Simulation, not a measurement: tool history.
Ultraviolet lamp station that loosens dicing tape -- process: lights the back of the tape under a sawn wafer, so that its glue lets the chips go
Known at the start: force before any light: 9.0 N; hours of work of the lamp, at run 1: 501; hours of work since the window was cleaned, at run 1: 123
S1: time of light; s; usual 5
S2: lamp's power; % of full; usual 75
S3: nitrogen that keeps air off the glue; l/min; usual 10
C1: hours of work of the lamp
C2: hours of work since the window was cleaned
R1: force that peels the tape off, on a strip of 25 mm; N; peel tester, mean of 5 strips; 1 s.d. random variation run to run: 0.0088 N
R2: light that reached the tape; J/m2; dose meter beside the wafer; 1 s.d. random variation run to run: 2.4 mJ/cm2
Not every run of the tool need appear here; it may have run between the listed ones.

{"run": 1, "day": 0.0, "S1": 5, "S2": 75, "S3": 10, "C1": 501, "C2": 123, "R1": 0.507, "R2": 2010}
{"run": 2, "day": 1.046, "S1": 5, "S2": 75, "S3": 10, "C1": 512, "C2": 134, "R1": 0.529, "R2": 2020}
{"run": 3, "day": 2.104, "S1": 5, "S2": 75, "S3": 10, "C1": 523, "C2": 145, "R1": 0.533, "R2": 2050}
{"run": 4, "day": 2.683, "S1": 6, "S2": 75, "S3": 10, "C1": 529, "C2": 151, "R1": 0.381, "R2": 2420}
{"run": 5, "day": 3.579, "S1": 5, "S2": 75, "S3": 12, "C1": 538, "C2": 160, "R1": 0.471, "R2": 2010}
{"run": 6, "day": 4.804, "S1": 5, "S2": 77, "S3": 10, "C1": 550, "C2": 172, "R1": 0.513, "R2": 2110}
{"run": 7, "day": 5.421, "S1": 5, "S2": 77, "S3": 10, "C1": 557, "C2": 179, "R1": 0.519, "R2": 2040}
{"run": 8, "day": 6.567, "S1": 5, "S2": 86, "S3": 10, "C1": 568, "C2": 190, "R1": 0.43, "R2": 2300}
{"run": 9, "day": 7.408, "S1": 5, "S2": 86, "S3": 10, "C1": 577, "C2": 199, "R1": 0.468, "R2": 2270}
{"run": 10, "day": 8.617, "S1": 5, "S2": 86, "S3": 10, "C1": 589, "C2": 211, "R1": 0.449, "R2": 2280}
{"run": 11, "day": 9.758, "S1": 5, "S2": 86, "S3": 4, "C1": 601, "C2": 223, "R1": 0.997, "R2": 2210}
{"run": 12, "day": 10.438, "S1": 2, "S2": 75, "S3": 10, "C1": 608, "C2": 230, "R1": 2.703, "R2": 790}
{"run": 13, "day": 11.65, "S1": 2, "S2": 75, "S3": 10, "C1": 621, "C2": 242, "R1": 2.632, "R2": 770}
{"run": 14, "day": 12.729, "S1": 5, "S2": 64, "S3": 10, "C1": 632, "C2": 253, "R1": 0.842, "R2": 1610}
{"run": 15, "day": 13.55, "S1": 5, "S2": 64, "S3": 10, "C1": 640, "C2": 262, "R1": 0.842, "R2": 1640}
{"run": 16, "day": 14.321, "S1": 8, "S2": 75, "S3": 10, "C1": 648, "C2": 270, "R1": 0.293, "R2": 2970}
{"run": 17, "day": 14.842, "S1": 8, "S2": 75, "S3": 10, "C1": 653, "C2": 275, "R1": 0.302, "R2": 2990}
{"run": 18, "day": 15.575, "S1": 8, "S2": 75, "S3": 10, "C1": 661, "C2": 283, "R1": 0.298, "R2": 2950}
{"run": 19, "day": 16.25, "S1": 5, "S2": 75, "S3": 10, "C1": 668, "C2": 289, "R1": 0.642, "R2": 1830}
{"run": 20, "day": 17.429, "S1": 5, "S2": 75, "S3": 4, "C1": 680, "C2": 302, "R1": 1.366, "R2": 1850}
{"run": 21, "day": 18.662, "S1": 5, "S2": 75, "S3": 4, "C1": 692, "C2": 314, "R1": 1.34, "R2": 1830}
{"run": 22, "day": 19.217, "S1": 5, "S2": 75, "S3": 4, "C1": 698, "C2": 320, "R1": 1.349, "R2": 1830}
{"run": 23, "day": 20.454, "S1": 5, "S2": 75, "S3": 4, "C1": 711, "C2": 333, "R1": 1.348, "R2": 1790}
{"run": 24, "day": 21.642, "S1": 5, "S2": 75, "S3": 4, "C1": 723, "C2": 345, "R1": 1.447, "R2": 1800}
{"run": 25, "day": 22.817, "S1": 8, "S2": 94, "S3": 16, "C1": 735, "C2": 357, "R1": 0.245, "R2": 3650}
{"run": 26, "day": 23.325, "S1": 5, "S2": 65, "S3": 16, "C1": 740, "C2": 362, "R1": 0.673, "R2": 1580}
{"run": 27, "day": 23.875, "S1": 5, "S2": 65, "S3": 16, "C1": 746, "C2": 368, "R1": 0.654, "R2": 1540}
{"run": 28, "day": 24.725, "S1": 6, "S2": 69, "S3": 10, "C1": 754, "C2": 376, "R1": 0.584, "R2": 1950}

Run 29 is up next; what results do you expect?
{"run": 29, "day": 25.658, "S1": 6, "S2": 69, "S3": 8, "C1": 764, "C2": 386, "R1": "?", "R2": "?"}

Run 29 gave R1 0.739 N, R2 1910 J/m2.
Were there no unlogged condition in the tool, this run, its random variation unchanged, would have produced R1 0.374 N, R2 2840 J/m2.
